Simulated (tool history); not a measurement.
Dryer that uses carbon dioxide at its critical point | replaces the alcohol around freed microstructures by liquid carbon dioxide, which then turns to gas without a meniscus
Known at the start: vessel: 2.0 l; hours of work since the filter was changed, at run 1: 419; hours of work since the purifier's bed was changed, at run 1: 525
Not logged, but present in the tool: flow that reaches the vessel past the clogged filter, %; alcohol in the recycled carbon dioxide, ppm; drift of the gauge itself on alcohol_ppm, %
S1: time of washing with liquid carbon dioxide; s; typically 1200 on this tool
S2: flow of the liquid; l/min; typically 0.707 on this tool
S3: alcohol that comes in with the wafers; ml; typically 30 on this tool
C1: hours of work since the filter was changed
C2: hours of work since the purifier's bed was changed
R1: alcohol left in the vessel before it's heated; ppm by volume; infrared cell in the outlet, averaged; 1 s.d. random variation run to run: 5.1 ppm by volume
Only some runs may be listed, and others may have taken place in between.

| run | hour | S1 | S2 | S3 | C1 | C2 | R1 |
|---|---|---|---|---|---|---|---|
| 1 | 0.0 | 1200 | 0.707 | 30 | 419 | 525 | 200 |
| 2 | 28.1 | 1200 | 0.707 | 30 | 432 | 539 | 203 |
| 3 | 47.8 | 1200 | 0.707 | 30 | 442 | 548 | 205 |
| 4 | 82.0 | 1200 | 0.707 | 30 | 458 | 565 | 216 |
|  | 99.8 | inlet filter changed |
| 5 | 102.2 | 1200 | 0.707 | 116 | 1 | 574 | 379 |
| 6 | 137.2 | 1200 | 0.707 | 116 | 18 | 591 | 376 |
| 7 | 155.4 | 1200 | 0.707 | 24 | 27 | 600 | 190 |
| 8 | 176.3 | 1200 | 0.707 | 24 | 37 | 610 | 201 |
| 9 | 219.9 | 1800 | 0.707 | 30 | 58 | 631 | 142 |
| 10 | 260.1 | 1800 | 0.707 | 30 | 77 | 650 | 140 |
| 11 | 301.2 | 1260 | 0.707 | 38 | 97 | 670 | 213 |
| 12 | 330.2 | 900 | 0.879 | 76 | 111 | 684 | 380 |
| 13 | 359.0 | 1020 | 0.879 | 70 | 125 | 698 | 272 |
| 14 | 396.5 | 1020 | 0.879 | 70 | 143 | 716 | 265 |
| 15 | 416.3 | 1020 | 0.879 | 70 | 152 | 725 | 275 |
| 16 | 449.1 | 1740 | 0.492 | 30 | 168 | 741 | 250 |
| 17 | 475.3 | 1380 | 0.707 | 27 | 181 | 754 | 201 |
| 18 | 503.6 | 1200 | 0.707 | 98 | 194 | 767 | 405 |

Forecast each of these 5 alternatives for the next run:
| A | 545.6 | 1500 | 0.833 | 58 | 214 | 787 | ? |
| B | 545.6 | 1200 | 0.563 | 30 | 214 | 787 | ? |
| C | 545.6 | 1200 | 0.707 | 115 | 214 | 787 | ? |
| D | 545.6 | 1200 | 0.560 | 44 | 214 | 787 | ? |
| E | 545.6 | 960 | 0.668 | 107 | 214 | 787 | ? |

| run | R1 |
|---|---|
| A | 180 |
| B | 407 |
| C | 452 |
| D | 531 |
| E | 1154 |
The same runs, with their run-to-run variation unchanged, on a tool lacking any hidden condition would have given:
| run | R1 |
|---|---|
| A | 9 |
| B | 207 |
| C | 236 |
| D | 312 |
| E | 862 |
